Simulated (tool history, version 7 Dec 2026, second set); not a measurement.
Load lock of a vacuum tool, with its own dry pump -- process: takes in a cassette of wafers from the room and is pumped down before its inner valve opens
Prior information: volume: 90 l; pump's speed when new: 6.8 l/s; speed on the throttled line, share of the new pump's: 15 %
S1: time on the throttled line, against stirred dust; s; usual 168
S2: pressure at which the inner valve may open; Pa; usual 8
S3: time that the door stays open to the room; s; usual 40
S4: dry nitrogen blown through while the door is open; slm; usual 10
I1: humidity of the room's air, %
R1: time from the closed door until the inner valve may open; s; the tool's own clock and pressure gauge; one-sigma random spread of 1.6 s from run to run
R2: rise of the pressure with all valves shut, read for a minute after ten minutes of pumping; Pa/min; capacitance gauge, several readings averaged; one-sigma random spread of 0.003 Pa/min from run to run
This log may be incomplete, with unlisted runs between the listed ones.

run,hour,S1,S2,S3,S4,I1,R1,R2
1,0.0,168,8,40,10,45.1,272.1,0.040
2,234.4,168,8,40,10,45.0,270.1,0.031
3,390.6,168,8,40,10,43.7,272.8,0.030
4,623.0,168,8,40,10,45.9,271.7,0.028
5,757.1,131,8,40,10,48.3,238.3,0.031
6,985.7,168,8,40,10,45.2,268.7,0.036
7,1153.8,168,8,40,18,45.0,271.7,0.022
8,1374.8,168,8,40,18,41.7,270.1,0.030
9,1588.0,168,8,40,18,45.0,273.8,0.027
10,1723.5,168,8,40,18,44.2,271.4,0.028
11,1905.8,168,8,40,18,46.2,269.4,0.031
12,2022.4,168,8,40,10,44.1,269.6,0.029
13,2124.3,168,8,40,4,41.7,270.4,0.034
14,2361.0,168,7,40,10,43.3,274.0,0.032
15,2473.7,168,8,59,10,44.9,271.8,0.037
16,2669.6,168,8,59,10,43.3,272.0,0.034
17,2794.0,168,8,59,10,45.2,270.2,0.040
18,2922.9,168,8,59,10,47.5,272.1,0.043
19,3133.9,168,8,59,10,48.6,269.7,0.045
20,3294.7,160,8,40,44,45.1,261.5,0.017
21,3436.7,245,8,40,19,43.7,332.3,0.024
22,3618.8,128,15,68,12,46.0,223.7,0.039
23,3736.2,227,15,68,12,46.1,309.5,0.042
24,3957.4,227,15,68,12,47.0,311.4,0.038
25,4067.0,227,15,68,12,44.6,311.6,0.039
26,4254.2,327,9,61,23,42.2,402.4,0.031
27,4405.3,327,11,61,13,49.7,397.1,0.039
28,4559.1,317,11,33,8,41.4,394.4,0.024
29,4685.8,248,8,94,10,45.4,333.9,0.052
30,4841.6,248,8,94,10,44.5,336.2,0.049
31,4961.0,96,8,40,5,42.6,208.2,0.036
32,5121.3,95,8,40,9,46.6,208.0,0.035
33,5221.7,95,8,40,9,47.9,206.4,0.036
34,5425.7,169,8,111,10,44.6,270.7,0.053
35,5566.8,147,8,111,11,41.1,254.0,0.050
36,5668.2,101,7,111,29,46.2,213.8,0.035
37,5786.1,101,7,111,29,46.9,215.2,0.033

What if the next run were any one of these 3? Each begins from the tool's condition after run 37:
A,5963.1,168,8,66,10,45.4,?,?
B,5963.1,196,14,69,29,45.2,?,?
C,5963.1,154,7,53,6,46.8,?,?

run,R1,R2
A,269.5,0.045
B,283.1,0.027
C,259.9,0.049
Without the tool's unlogged condition, the same runs would have read:
run,R1,R2
A,269.4,0.045
B,283.0,0.027
C,259.8,0.049

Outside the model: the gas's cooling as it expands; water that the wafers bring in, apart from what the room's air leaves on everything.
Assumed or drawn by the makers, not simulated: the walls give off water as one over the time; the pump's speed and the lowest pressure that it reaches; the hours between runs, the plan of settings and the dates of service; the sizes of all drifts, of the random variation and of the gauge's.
